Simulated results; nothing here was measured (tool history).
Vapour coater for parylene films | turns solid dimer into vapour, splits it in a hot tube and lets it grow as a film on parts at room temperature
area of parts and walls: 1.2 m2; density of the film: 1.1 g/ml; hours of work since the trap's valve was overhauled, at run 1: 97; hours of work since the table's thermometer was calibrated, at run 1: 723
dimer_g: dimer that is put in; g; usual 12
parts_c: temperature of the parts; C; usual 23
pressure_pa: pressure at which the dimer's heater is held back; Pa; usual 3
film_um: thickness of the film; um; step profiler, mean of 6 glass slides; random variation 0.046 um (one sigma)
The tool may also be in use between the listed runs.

run,hour,dimer_g,parts_c,pressure_pa,hours of work since the trap's valve was overhauled,hours of work since the table's thermometer was calibrated,film_um
1,0,12,23,3,97,723,7.98
2,60.5,12,23,2.02,143,769,8.54
3,95.7,9,23,3,170,796,5.93
4,136.3,9,23,3,201,828,5.95
5,185.5,6,23,3,239,865,3.96
6,222.2,6,23,5.47,267,894,3.55
7,288.5,12,23,3,318,944,7.9
8,344.4,12,23,3,361,987,8.01
9,398.8,20,23,3,403,1029,13.22
10,455.1,12,23,4.15,446,1072,7.4
# hour 501.9: table's thermometer calibrated
11,535.2,12,23,11.99,507,26,5.97
12,595.8,12,23,3.01,554,72,7.95
13,637,12,23,3.01,585,104,7.92
14,685.5,12,20,8.18,622,141,7.52
15,746.3,6,20,4.78,669,188,4.24
# hour 776: trap's valve overhauled
16,818,6,20,4.78,32,240,4.2
17,880.8,11,15,4.78,80,288,8.11
18,929.8,11,15,4.78,118,326,8.18
19,984.3,11,22,2.51,160,367,7.94
20,1020.8,11,22,2.51,188,396,8.07
21,1075.1,20,16,9.15,230,437,14.79
22,1152.1,12,24,10.22,289,496,5.85
23,1226.7,12,23,8.93,346,554,6.37
24,1270.7,11,23,8.93,380,588,5.85
25,1314.5,11,23,2.47,414,621,7.65

3 ways to go on from here, each from the tool as it stands after run 25. What would each give?
A,1384.4,12,23,4.3,467,675,?
B,1384.4,20,34,4.69,467,675,?
C,1384.4,12,23,2.47,467,675,?

run,film_um
A,7.42
B,6.97
C,8.24
Without the tool's hidden state the same runs would have given:
run,film_um
A,7.45
B,7
C,8.28
